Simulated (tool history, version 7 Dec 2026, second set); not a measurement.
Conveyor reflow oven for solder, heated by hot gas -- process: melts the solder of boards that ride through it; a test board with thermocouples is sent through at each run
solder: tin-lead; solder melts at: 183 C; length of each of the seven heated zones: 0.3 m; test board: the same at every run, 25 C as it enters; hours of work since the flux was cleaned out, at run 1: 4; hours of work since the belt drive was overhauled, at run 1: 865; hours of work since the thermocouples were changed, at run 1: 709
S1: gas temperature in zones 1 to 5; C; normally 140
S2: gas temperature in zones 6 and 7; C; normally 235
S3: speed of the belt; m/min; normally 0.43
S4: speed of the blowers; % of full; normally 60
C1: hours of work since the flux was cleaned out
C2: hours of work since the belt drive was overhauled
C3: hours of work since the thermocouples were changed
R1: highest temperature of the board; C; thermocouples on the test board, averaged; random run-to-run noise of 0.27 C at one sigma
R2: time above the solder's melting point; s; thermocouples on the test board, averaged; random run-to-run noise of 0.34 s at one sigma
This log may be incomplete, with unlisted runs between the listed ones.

run,hour,S1,S2,S3,S4,C1,C2,C3,R1,R2
1,0,140,235,0.43,60,4,865,709,224.6,71.4
2,73.3,140,235,0.43,60,54,914,758,224.5,71.3
3,160.7,140,235,0.43,60,112,973,816,224.8,72.1
# hour 177.6: thermocouples of zones 6 and 7 changed
4,238.6,140,235,0.43,60,163,1024,41,222.8,70.9
5,316.6,140,235,0.43,60,215,1076,93,223,70
6,396.9,140,235,0.454,60,269,1130,147,221.9,65.5
# hour 408.9: belt drive overhauled, speed set with a stopwatch
7,452.1,140,235,0.454,60,303,29,181,222.4,66.7
# hour 525.7: flux residue cleaned out of gas plates and filters
8,532.9,140,235,0.454,60,5,80,232,223.1,67.3
# hour 553.7: belt drive overhauled, speed set with a stopwatch, once more
9,630.8,140,235,0.43,60,68,52,295,223.9,69
10,696.9,140,232,0.43,60,112,96,339,220.6,67.5
11,741.4,140,235,0.381,53,142,126,369,225.8,79.7
12,813.6,149,235,0.43,60,190,174,417,224.6,74.4
13,904.7,147,236,0.392,66,251,235,478,228.8,83.1
14,970.6,147,236,0.392,66,295,279,523,229.1,83.2
15,1047,147,236,0.392,66,347,330,574,229,83.3
# hour 1059.5: flux residue cleaned out of gas plates and filters
16,1107.8,140,231,0.343,72,32,368,611,227.3,92.7
17,1174.7,130,248,0.343,88,77,413,656,245.7,98.9
18,1247.3,132,235,0.425,60,126,461,705,223.7,68.4
19,1303.3,132,235,0.425,60,163,499,742,223.9,67.5

Consider 3 possible next runs. They are alternatives, not a sequence: every one starts from the tool as it was left by run 19. What does each give?
A,1368,141,237,0.425,87,207,542,785,?,?
B,1368,132,235,0.511,60,207,542,785,?,?
C,1368,140,237,0.43,60,207,542,785,?,?

run,R1,R2
A,230.8,75.9
B,217.7,51.4
C,226.3,71.8
The same runs, with their run-to-run variation unchanged, on a tool lacking any hidden condition would have given:
run,R1,R2
A,228.6,74.1
B,215.7,49.5
C,224.2,69.8
